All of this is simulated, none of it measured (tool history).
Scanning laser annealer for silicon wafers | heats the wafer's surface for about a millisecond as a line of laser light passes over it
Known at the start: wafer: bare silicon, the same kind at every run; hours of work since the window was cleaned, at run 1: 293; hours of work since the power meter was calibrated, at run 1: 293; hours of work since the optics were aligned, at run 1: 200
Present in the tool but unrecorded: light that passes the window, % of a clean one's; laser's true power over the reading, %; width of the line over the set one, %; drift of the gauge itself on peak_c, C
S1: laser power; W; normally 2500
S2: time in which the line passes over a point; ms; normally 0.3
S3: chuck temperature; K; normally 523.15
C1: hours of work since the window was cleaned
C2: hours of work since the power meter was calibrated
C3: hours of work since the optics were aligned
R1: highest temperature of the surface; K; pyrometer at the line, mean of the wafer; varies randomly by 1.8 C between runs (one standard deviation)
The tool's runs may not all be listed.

run 1 hour=0 | S1=2500 S2=0.3 S3=523.15 | C1=293 C2=293 C3=200 | R1=1271.15
run 2 hour=58.7 | S1=2500 S2=0.3 S3=523.15 | C1=337 C2=337 C3=243 | R1=1272.15
run 3 hour=137.5 | S1=2500 S2=0.3 S3=523.15 | C1=396 C2=396 C3=302 | R1=1274.15
run 4 hour=190.6 | S1=2500 S2=0.3 S3=523.15 | C1=436 C2=436 C3=342 | R1=1273.15
run 5 hour=280.6 | S1=2500 S2=0.3 S3=536.15 | C1=503 C2=503 C3=410 | R1=1285.15
-- hour=322.5 window over the wafer cleaned
run 6 hour=340.2 | S1=2500 S2=0.3 S3=536.15 | C1=13 C2=547 C3=453 | R1=1288.15
run 7 hour=412.1 | S1=2500 S2=0.3 S3=536.15 | C1=67 C2=600 C3=507 | R1=1286.15
run 8 hour=457.9 | S1=2500 S2=0.3 S3=536.15 | C1=101 C2=635 C3=541 | R1=1287.15
run 9 hour=548.8 | S1=2500 S2=0.3 S3=536.15 | C1=169 C2=703 C3=609 | R1=1282.15
run 10 hour=606.4 | S1=2500 S2=0.3 S3=552.15 | C1=213 C2=746 C3=652 | R1=1304.15
run 11 hour=660.6 | S1=2428 S2=0.3 S3=523.15 | C1=253 C2=787 C3=693 | R1=1246.15
run 12 hour=736.2 | S1=2500 S2=0.236 S3=523.15 | C1=310 C2=843 C3=749 | R1=1199.15
run 13 hour=824.3 | S1=2748 S2=0.3 S3=523.15 | C1=376 C2=909 C3=815 | R1=1370.15
run 14 hour=915.2 | S1=2748 S2=0.3 S3=523.15 | C1=444 C2=977 C3=884 | R1=1369.15
run 15 hour=1000.3 | S1=2170 S2=0.3 S3=523.15 | C1=508 C2=1041 C3=947 | R1=1152.15
-- hour=1037 window over the wafer cleaned
run 16 hour=1049.4 | S1=2500 S2=0.3 S3=523.15 | C1=9 C2=1076 C3=983 | R1=1272.15
run 17 hour=1092.4 | S1=2500 S2=0.3 S3=523.15 | C1=42 C2=1109 C3=1015 | R1=1271.15
run 18 hour=1158.5 | S1=2397 S2=0.3 S3=523.15 | C1=91 C2=1158 C3=1064 | R1=1233.15
run 19 hour=1238.2 | S1=2369 S2=0.3 S3=523.15 | C1=151 C2=1218 C3=1124 | R1=1224.15
-- hour=1274.4 optics aligned, line set to its width
run 20 hour=1343.8 | S1=2369 S2=0.3 S3=523.15 | C1=226 C2=1293 C3=52 | R1=1224.15
run 21 hour=1420.2 | S1=2469 S2=0.263 S3=517.15 | C1=283 C2=1350 C3=109 | R1=1212.15
run 22 hour=1491.2 | S1=2208 S2=0.288 S3=521.15 | C1=336 C2=1403 C3=162 | R1=1151.15
run 23 hour=1564 | S1=2208 S2=0.288 S3=521.15 | C1=391 C2=1458 C3=217 | R1=1152.15
run 24 hour=1627.6 | S1=2208 S2=0.288 S3=521.15 | C1=439 C2=1506 C3=265 | R1=1149.15
run 25 hour=1686.2 | S1=2208 S2=0.288 S3=521.15 | C1=483 C2=1550 C3=308 | R1=1149.15
run 26 hour=1750.4 | S1=2500 S2=0.304 S3=554.15 | C1=531 C2=1598 C3=357 | R1=1308.15
-- hour=1756.7 window over the wafer cleaned
run 27 hour=1819.9 | S1=2500 S2=0.304 S3=554.15 | C1=47 C2=1648 C3=407 | R1=1306.15
run 28 hour=1892.6 | S1=2720 S2=0.212 S3=523.15 | C1=102 C2=1703 C3=462 | R1=1240.15
run 29 hour=1986.2 | S1=2232 S2=0.3 S3=484.15 | C1=172 C2=1773 C3=532 | R1=1133.15
run 30 hour=2028.1 | S1=2232 S2=0.3 S3=484.15 | C1=203 C2=1804 C3=563 | R1=1131.15
run 31 hour=2099.3 | S1=2232 S2=0.3 S3=484.15 | C1=257 C2=1858 C3=616 | R1=1135.15
run 32 hour=2142.3 | S1=2314 S2=0.358 S3=517.15 | C1=289 C2=1890 C3=649 | R1=1252.15
run 33 hour=2224.5 | S1=2314 S2=0.358 S3=517.15 | C1=350 C2=1951 C3=710 | R1=1253.15
run 34 hour=2310.1 | S1=2314 S2=0.358 S3=517.15 | C1=415 C2=2015 C3=774 | R1=1248.15
run 35 hour=2360.7 | S1=2314 S2=0.267 S3=491.15 | C1=452 C2=2053 C3=812 | R1=1136.15
run 36 hour=2405.5 | S1=2553 S2=0.281 S3=527.15 | C1=486 C2=2087 C3=846 | R1=1277.15
-- hour=2471.5 window over the wafer cleaned
run 37 hour=2473.2 | S1=2552 S2=0.297 S3=544.15 | C1=1 C2=2136 C3=895 | R1=1310.15
run 38 hour=2563.8 | S1=2552 S2=0.297 S3=544.15 | C1=69 C2=2204 C3=963 | R1=1312.15
run 39 hour=2651.9 | S1=2500 S2=0.245 S3=495.15 | C1=135 C2=2270 C3=1029 | R1=1182.15
run 40 hour=2726.8 | S1=2500 S2=0.3 S3=536.15 | C1=191 C2=2326 C3=1085 | R1=1285.15

Consider 3 possible next runs. They are alternatives, not a sequence: every one starts from the tool as it was left by run 40. What does each give?
run A hour=2806.9 | S1=2441 S2=0.3 S3=536.15 | C1=251 C2=2386 C3=1145 | R1=?
run B hour=2806.9 | S1=2615 S2=0.3 S3=536.15 | C1=251 C2=2386 C3=1145 | R1=?
run C hour=2806.9 | S1=2590 S2=0.306 S3=554.15 | C1=251 C2=2386 C3=1145 | R1=?

run=A R1=1266.15
run=B R1=1329.15
run=C R1=1344.15
Stripped of hidden state, with their random variation kept, the same runs would have yielded:
run=A R1=1267.15
run=B R1=1329.15
run=C R1=1345.15
